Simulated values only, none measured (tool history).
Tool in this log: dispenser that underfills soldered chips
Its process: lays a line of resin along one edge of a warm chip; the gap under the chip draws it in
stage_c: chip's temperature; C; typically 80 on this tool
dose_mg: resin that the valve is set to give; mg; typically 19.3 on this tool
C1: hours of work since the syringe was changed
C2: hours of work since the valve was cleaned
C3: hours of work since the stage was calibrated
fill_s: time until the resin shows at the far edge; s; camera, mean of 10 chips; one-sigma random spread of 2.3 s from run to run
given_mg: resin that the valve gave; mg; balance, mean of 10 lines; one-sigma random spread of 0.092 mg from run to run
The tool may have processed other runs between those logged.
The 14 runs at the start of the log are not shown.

{"run": 15, "hour": 87.8, "stage_c": 80, "dose_mg": 19.3, "C1": 5, "C2": 126, "C3": 229, "fill_s": 290.0, "given_mg": 16.94}
{"hour": 93.0, "done": "new syringe of resin"}
{"run": 16, "hour": 95.3, "stage_c": 80, "dose_mg": 19.3, "C1": 1, "C2": 131, "C3": 234, "fill_s": 256.1, "given_mg": 16.98}
{"run": 17, "hour": 102.6, "stage_c": 80, "dose_mg": 19.3, "C1": 6, "C2": 135, "C3": 239, "fill_s": 300.6, "given_mg": 16.81}
{"hour": 106.3, "done": "new syringe of resin"}
{"run": 18, "hour": 110.8, "stage_c": 83, "dose_mg": 19.3, "C1": 3, "C2": 140, "C3": 243, "fill_s": 236.5, "given_mg": 16.74}
{"hour": 117.2, "done": "dispensing valve cleaned and set on the balance"}
{"run": 19, "hour": 118.9, "stage_c": 83, "dose_mg": 16.5, "C1": 7, "C2": 1, "C3": 248, "fill_s": 279.2, "given_mg": 16.45}
{"hour": 120.6, "done": "new syringe of resin"}
{"run": 20, "hour": 126.9, "stage_c": 83, "dose_mg": 16.5, "C1": 4, "C2": 6, "C3": 253, "fill_s": 243.6, "given_mg": 16.48}
{"run": 21, "hour": 130.4, "stage_c": 91, "dose_mg": 21.6, "C1": 6, "C2": 8, "C3": 255, "fill_s": 179.1, "given_mg": 21.47}
{"hour": 133.8, "done": "new syringe of resin"}
{"run": 22, "hour": 139.0, "stage_c": 81, "dose_mg": 17.3, "C1": 3, "C2": 13, "C3": 260, "fill_s": 265.5, "given_mg": 17.08}
{"run": 23, "hour": 145.6, "stage_c": 81, "dose_mg": 16.4, "C1": 7, "C2": 17, "C3": 264, "fill_s": 310.2, "given_mg": 16.05}
{"hour": 147.0, "done": "new syringe of resin"}
{"run": 24, "hour": 150.9, "stage_c": 93, "dose_mg": 18.3, "C1": 2, "C2": 20, "C3": 267, "fill_s": 154.5, "given_mg": 17.92}
{"run": 25, "hour": 159.3, "stage_c": 73, "dose_mg": 19.0, "C1": 8, "C2": 26, "C3": 272, "fill_s": 439.0, "given_mg": 18.56}
{"hour": 160.3, "done": "new syringe of resin"}
{"run": 26, "hour": 163.6, "stage_c": 73, "dose_mg": 19.0, "C1": 2, "C2": 28, "C3": 275, "fill_s": 356.7, "given_mg": 18.38}
{"run": 27, "hour": 167.2, "stage_c": 81, "dose_mg": 22.0, "C1": 4, "C2": 30, "C3": 277, "fill_s": 268.7, "given_mg": 21.45}
{"run": 28, "hour": 171.1, "stage_c": 91, "dose_mg": 22.1, "C1": 7, "C2": 33, "C3": 280, "fill_s": 191.3, "given_mg": 21.41}
{"hour": 173.3, "done": "new syringe of resin"}
{"run": 29, "hour": 179.6, "stage_c": 91, "dose_mg": 22.1, "C1": 4, "C2": 38, "C3": 285, "fill_s": 170.6, "given_mg": 21.21}
{"hour": 186.4, "done": "new syringe of resin"}
{"run": 30, "hour": 187.2, "stage_c": 91, "dose_mg": 22.1, "C1": 0, "C2": 42, "C3": 289, "fill_s": 154.6, "given_mg": 21.36}
{"run": 31, "hour": 195.4, "stage_c": 93, "dose_mg": 22.5, "C1": 6, "C2": 48, "C3": 294, "fill_s": 166.3, "given_mg": 21.49}
{"run": 32, "hour": 198.9, "stage_c": 93, "dose_mg": 22.5, "C1": 8, "C2": 50, "C3": 297, "fill_s": 183.6, "given_mg": 21.46}
{"hour": 199.9, "done": "new syringe of resin"}
{"run": 33, "hour": 202.6, "stage_c": 75, "dose_mg": 17.2, "C1": 2, "C2": 52, "C3": 299, "fill_s": 325.7, "given_mg": 16.32}
{"run": 34, "hour": 209.3, "stage_c": 95, "dose_mg": 18.5, "C1": 6, "C2": 56, "C3": 303, "fill_s": 161.1, "given_mg": 17.55}
{"hour": 213.0, "done": "new syringe of resin"}
{"run": 35, "hour": 214.3, "stage_c": 94, "dose_mg": 24.3, "C1": 1, "C2": 59, "C3": 306, "fill_s": 135.9, "given_mg": 22.85}
{"run": 36, "hour": 221.9, "stage_c": 76, "dose_mg": 17.6, "C1": 6, "C2": 64, "C3": 310, "fill_s": 355.1, "given_mg": 16.52}

Forecast each of these 3 alternatives for the next run:
{"hour": 226.0, "done": "new syringe of resin"}
{"run": "A", "hour": 228.8, "stage_c": 74, "dose_mg": 18.6, "C1": 2, "C2": 68, "C3": 315, "fill_s": "?", "given_mg": "?"}
{"hour": 226.0, "done": "new syringe of resin"}
{"run": "B", "hour": 228.8, "stage_c": 82, "dose_mg": 18.9, "C1": 2, "C2": 68, "C3": 315, "fill_s": "?", "given_mg": "?"}
{"hour": 226.0, "done": "new syringe of resin"}
{"run": "C", "hour": 228.8, "stage_c": 79, "dose_mg": 17.0, "C1": 2, "C2": 68, "C3": 315, "fill_s": "?", "given_mg": "?"}

run=A fill_s=336.2 given_mg=17.37
run=B fill_s=235.6 given_mg=17.58
run=C fill_s=279.1 given_mg=15.96
Without the tool's hidden state the same runs would have given:
run=A fill_s=300.3 given_mg=18.57
run=B fill_s=210.9 given_mg=18.80
run=C fill_s=248.2 given_mg=17.06

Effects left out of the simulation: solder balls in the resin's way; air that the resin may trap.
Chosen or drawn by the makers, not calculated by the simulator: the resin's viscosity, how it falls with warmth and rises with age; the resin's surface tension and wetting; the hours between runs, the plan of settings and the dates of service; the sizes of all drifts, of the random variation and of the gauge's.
